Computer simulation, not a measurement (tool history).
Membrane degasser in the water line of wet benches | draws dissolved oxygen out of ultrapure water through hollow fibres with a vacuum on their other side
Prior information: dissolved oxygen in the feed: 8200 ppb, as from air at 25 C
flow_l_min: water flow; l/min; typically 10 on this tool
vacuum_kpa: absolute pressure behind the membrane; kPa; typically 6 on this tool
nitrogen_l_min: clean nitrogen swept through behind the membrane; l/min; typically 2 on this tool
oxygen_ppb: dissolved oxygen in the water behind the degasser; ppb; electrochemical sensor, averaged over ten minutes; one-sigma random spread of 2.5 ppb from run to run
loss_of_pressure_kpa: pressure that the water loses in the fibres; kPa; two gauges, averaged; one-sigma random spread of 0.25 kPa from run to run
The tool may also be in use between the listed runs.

Run 1, day 0: usual settings. Result: oxygen_ppb 245.1 ppb, loss_of_pressure_kpa 66.52 kPa.
Run 2, day 3.1: usual settings. Result: oxygen_ppb 244.2 ppb, loss_of_pressure_kpa 67.26 kPa.
Run 3, day 4.996: usual settings. Result: oxygen_ppb 244 ppb, loss_of_pressure_kpa 67.53 kPa.
Run 4, day 8.329: usual settings. Result: oxygen_ppb 244 ppb, loss_of_pressure_kpa 66.76 kPa.
Run 5, day 11.067: usual settings. Result: oxygen_ppb 240.1 ppb, loss_of_pressure_kpa 67.25 kPa.
Run 6, day 13.738: usual settings. Result: oxygen_ppb 246.3 ppb, loss_of_pressure_kpa 67.14 kPa.
Run 7, day 15.108: usual settings but vacuum_kpa 4.89 kPa. Result: oxygen_ppb 226.2 ppb, loss_of_pressure_kpa 67.25 kPa.
Run 8, day 17.742: usual settings but vacuum_kpa 6.77 kPa. Result: oxygen_ppb 247.4 ppb, loss_of_pressure_kpa 66.91 kPa.
Run 9, day 20.488: usual settings. Result: oxygen_ppb 246.3 ppb, loss_of_pressure_kpa 67.83 kPa.
Run 10, day 23.008: usual settings. Result: oxygen_ppb 246.5 ppb, loss_of_pressure_kpa 67.27 kPa.
Run 11, day 25.062: usual settings but nitrogen_l_min 5.62 l/min. Result: oxygen_ppb 223.9 ppb, loss_of_pressure_kpa 67.46 kPa.
Run 12, day 28.112: usual settings but vacuum_kpa 5.43 kPa, nitrogen_l_min 5.62 l/min. Result: oxygen_ppb 218.5 ppb, loss_of_pressure_kpa 67.56 kPa.
Run 13, day 31.025: usual settings but vacuum_kpa 5.43 kPa, nitrogen_l_min 2.61 l/min. Result: oxygen_ppb 230.5 ppb, loss_of_pressure_kpa 67.5 kPa.
Run 14, day 32.533: usual settings but nitrogen_l_min 2.2 l/min. Result: oxygen_ppb 241 ppb, loss_of_pressure_kpa 67.18 kPa.
Run 15, day 35.125: usual settings but flow_l_min 16 l/min, vacuum_kpa 7.85 kPa, nitrogen_l_min 5.56 l/min. Result: oxygen_ppb 539 ppb, loss_of_pressure_kpa 108.25 kPa.
Run 16, day 36.958: usual settings but flow_l_min 16 l/min, vacuum_kpa 7.85 kPa, nitrogen_l_min 5.56 l/min. Result: oxygen_ppb 538.6 ppb, loss_of_pressure_kpa 107.8 kPa.
Run 17, day 38.583: usual settings but flow_l_min 8 l/min, vacuum_kpa 7.85 kPa, nitrogen_l_min 5.56 l/min. Result: oxygen_ppb 144.6 ppb, loss_of_pressure_kpa 53.88 kPa.
Run 18, day 41.804: usual settings but flow_l_min 8 l/min, vacuum_kpa 7.85 kPa, nitrogen_l_min 5.56 l/min. Result: oxygen_ppb 140.7 ppb, loss_of_pressure_kpa 53.35 kPa.
Run 19, day 44.888: usual settings but flow_l_min 11 l/min, vacuum_kpa 10.13 kPa, nitrogen_l_min 2.8 l/min. Result: oxygen_ppb 318.4 ppb, loss_of_pressure_kpa 73.28 kPa.

Run 20 comes next. What will it give?
Run 20, day 47.146: usual settings but flow_l_min 14 l/min, vacuum_kpa 3.94 kPa. Result: oxygen_ppb ?, loss_of_pressure_kpa ?.

{"run 20": {"oxygen_ppb": 423.4, "loss_of_pressure_kpa": 93.8}}
Were there no unlogged condition in the tool, this run, its random variation unchanged, would have produced oxygen_ppb 423.4 ppb, loss_of_pressure_kpa 93.8 kPa.
